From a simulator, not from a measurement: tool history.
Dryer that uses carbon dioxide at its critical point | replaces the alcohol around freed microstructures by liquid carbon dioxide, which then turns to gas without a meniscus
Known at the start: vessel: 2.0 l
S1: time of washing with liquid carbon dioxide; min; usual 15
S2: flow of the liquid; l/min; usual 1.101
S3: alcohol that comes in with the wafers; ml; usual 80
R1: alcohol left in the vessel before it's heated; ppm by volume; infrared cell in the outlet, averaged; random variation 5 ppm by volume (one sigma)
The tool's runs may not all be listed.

run 1 hour=0 | S1=15 S2=1.101 S3=80 | R1=197
run 2 hour=33.4 | S1=15 S2=1.101 S3=80 | R1=186
run 3 hour=68.1 | S1=15 S2=1.101 S3=80 | R1=205
run 4 hour=119.8 | S1=15 S2=1.101 S3=80 | R1=216
-- hour=132.2 inlet filter changed
run 5 hour=179.7 | S1=15 S2=1.101 S3=80 | R1=172
run 6 hour=210.2 | S1=15 S2=1.101 S3=80 | R1=176

Forecast run 7:
-- hour=245.5 purifier's bed changed
run 7 hour=266.9 | S1=15 S2=1.101 S3=80 | R1=?

R1: 33 ppm by volume
Without the tool's hidden state the same run would have given R1 26 ppm by volume.

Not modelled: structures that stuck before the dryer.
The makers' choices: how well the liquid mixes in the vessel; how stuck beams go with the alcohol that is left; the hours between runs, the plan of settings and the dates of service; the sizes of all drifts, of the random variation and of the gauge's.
